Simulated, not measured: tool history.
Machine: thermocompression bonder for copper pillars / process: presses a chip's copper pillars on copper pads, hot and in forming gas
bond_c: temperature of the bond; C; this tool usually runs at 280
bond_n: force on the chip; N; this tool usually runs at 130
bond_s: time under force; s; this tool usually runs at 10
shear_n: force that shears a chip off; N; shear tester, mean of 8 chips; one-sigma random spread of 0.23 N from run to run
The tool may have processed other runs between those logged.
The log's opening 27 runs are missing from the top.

Run 28, day 11.508: usual settings but bond_c 261 C, bond_n 99 N. Result: shear_n 19.8 N.
Run 29, day 11.854: usual settings but bond_c 287 C, bond_n 99 N, bond_s 27 s. Result: shear_n 38.9 N.
Run 30, day 12.308: usual settings but bond_c 255 C, bond_n 137 N, bond_s 24 s. Result: shear_n 33.9 N.
Run 31, day 12.829: usual settings but bond_c 255 C, bond_n 137 N, bond_s 24 s. Result: shear_n 33.5 N.
At day 12.917: forming gas filter changed.
Run 32, day 13.150: usual settings but bond_c 255 C, bond_n 137 N, bond_s 24 s. Result: shear_n 34.5 N.
Run 33, day 13.717: usual settings but bond_c 255 C, bond_n 98 N, bond_s 30 s. Result: shear_n 30.4 N.
Run 34, day 14.296: usual settings but bond_c 263 C, bond_n 177 N, bond_s 19 s. Result: shear_n 39.6 N.
Run 35, day 14.817: usual settings but bond_c 307 C, bond_n 171 N, bond_s 13 s. Result: shear_n 48.3 N.
Run 36, day 15.212: usual settings but bond_c 284 C, bond_n 89 N, bond_s 7 s. Result: shear_n 20.7 N.
Run 37, day 15.612: usual settings but bond_c 284 C, bond_n 89 N, bond_s 7 s. Result: shear_n 20.4 N.
Run 38, day 16.183: usual settings but bond_c 284 C, bond_n 89 N, bond_s 7 s. Result: shear_n 20.0 N.
Run 39, day 16.658: usual settings but bond_c 267 C, bond_n 89 N, bond_s 22 s. Result: shear_n 27.6 N.

What if the next run were any one of these 5? Each begins from the tool's condition after run 39:
Run A, day 17.171: usual settings but bond_c 294 C. Result: shear_n ?.
Run B, day 17.171: usual settings but bond_c 267 C, bond_n 89 N, bond_s 7 s. Result: shear_n ?.
Run C, day 17.171: usual settings but bond_c 266 C, bond_n 126 N, bond_s 13 s. Result: shear_n ?.
Run D, day 17.171: usual settings but bond_c 303 C, bond_n 117 N, bond_s 24 s. Result: shear_n ?.
Run E, day 17.171: usual settings but bond_c 286 C, bond_n 192 N, bond_s 19 s. Result: shear_n ?.

run  shear_n
  A     33.4
  B     16.9
  C     27.9
  D     46.4
  E     49.5
With no hidden state in the tool, these same runs would have given:
run  shear_n
  A     36.0
  B     18.5
  C     30.4
  D     49.4
  E     52.7

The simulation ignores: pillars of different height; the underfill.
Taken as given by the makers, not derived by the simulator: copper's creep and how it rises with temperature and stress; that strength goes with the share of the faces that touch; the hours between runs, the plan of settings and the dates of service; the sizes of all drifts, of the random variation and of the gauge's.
